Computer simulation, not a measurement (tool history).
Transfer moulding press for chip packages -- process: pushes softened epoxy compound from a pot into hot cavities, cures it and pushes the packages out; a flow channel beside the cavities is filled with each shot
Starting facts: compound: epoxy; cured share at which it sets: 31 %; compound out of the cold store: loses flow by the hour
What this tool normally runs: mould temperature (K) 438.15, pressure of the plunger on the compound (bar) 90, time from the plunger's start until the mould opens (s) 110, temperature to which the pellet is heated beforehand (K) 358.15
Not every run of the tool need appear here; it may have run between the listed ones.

run	hour	mould temperature (K)	pressure of the plunger on the compound (bar)	time from the plunger's start until the mould opens (s)	temperature to which the pellet is heated beforehand (K)	incoming compound's hours out of the cold store	length that the compound runs in the flow channel (mm)	greatest force on the pins that push the packages out (N)
1	0	438.15	90	110	358.15	24.8	845	318
# hour 29: cavities cleaned with cleaning compound and waxed
2	40.6	438.15	90	110	358.15	41.5	772	282
3	76	438.15	90	110	358.15	41	763	346
# hour 88.3: cavities cleaned with cleaning compound and waxed
4	113.5	438.15	90	110	358.15	11.7	880	328
# hour 146.1: cavities cleaned with cleaning compound and waxed
5	159.5	438.15	90	110	358.15	30.2	791	266
# hour 204.7: cavities cleaned with cleaning compound and waxed
6	204.7	438.15	90	110	357.15	32.9	782	247
7	229	438.15	90	141	358.15	20.6	828	248
# hour 264: cavities cleaned with cleaning compound and waxed
8	276.9	438.15	90	110	358.15	46.7	715	268
9	313.2	438.15	90	110	366.15	10.2	850	351
# hour 323.6: cavities cleaned with cleaning compound and waxed
# hour 334.4: plunger's sealing rings changed
10	349.5	438.15	90	110	366.15	30.7	819	294
11	377.2	441.15	90	110	358.15	24.7	825	317
# hour 387.6: cavities cleaned with cleaning compound and waxed
12	408.3	438.15	90	110	358.15	43.5	754	287
13	435.5	438.15	90	110	358.15	34.1	797	331
# hour 446.8: cavities cleaned with cleaning compound and waxed
14	465	438.15	90	110	367.15	29.7	801	283
15	496.3	438.15	103.4	110	359.15	16.6	907	330
# hour 505.6: cavities cleaned with cleaning compound and waxed
16	517.7	438.15	103.4	110	359.15	24.6	868	276
17	540.6	438.15	103.4	93	366.15	16.8	900	424
# hour 563.4: cavities cleaned with cleaning compound and waxed
18	571	438.15	97.8	110	357.15	35.9	795	262
19	602.9	438.15	97.8	110	357.15	27.5	830	314
# hour 624.4: cavities cleaned with cleaning compound and waxed
20	630.6	438.15	97.8	110	357.15	42.6	763	257
# hour 669.3: plunger's sealing rings changed
21	671.6	438.15	90	107	358.15	25.1	830	342
# hour 688.1: mould's thermocouples calibrated
# hour 689.6: cavities cleaned with cleaning compound and waxed
22	717.6	444.15	90	110	358.15	13.6	865	267
# hour 749.3: cavities cleaned with cleaning compound and waxed
23	762.3	444.15	90	141	358.15	47.2	731	228
24	787.5	446.15	68.9	145	350.15	27.7	692	252
# hour 810: cavities cleaned with cleaning compound and waxed
25	815.7	446.15	68.9	145	350.15	46.2	636	219
26	837.9	430.15	76.2	147	366.15	35.8	732	308
27	864.2	431.15	90	110	358.15	39.6	772	502

Alternative continuations, all from the tool just after run 27; predict every row:
# hour 869.4: cavities cleaned with cleaning compound and waxed
A	886.8	431.15	84.5	110	350.15	13.6	?	?
# hour 869.4: cavities cleaned with cleaning compound and waxed
B	886.8	431.15	90	99	354.15	33.4	?	?
# hour 869.4: cavities cleaned with cleaning compound and waxed
C	886.8	438.15	90	93	361.15	30.6	?	?
# hour 869.4: cavities cleaned with cleaning compound and waxed
D	886.8	434.15	90	110	358.15	33.6	?	?

run	length that the compound runs in the flow channel (mm)	greatest force on the pins that push the packages out (N)
A	844	498
B	796	594
C	787	394
D	782	357
With no hidden state in the tool, these same runs would have given:
run	length that the compound runs in the flow channel (mm)	greatest force on the pins that push the packages out (N)
A	879	425
B	829	505
C	820	335
D	815	303
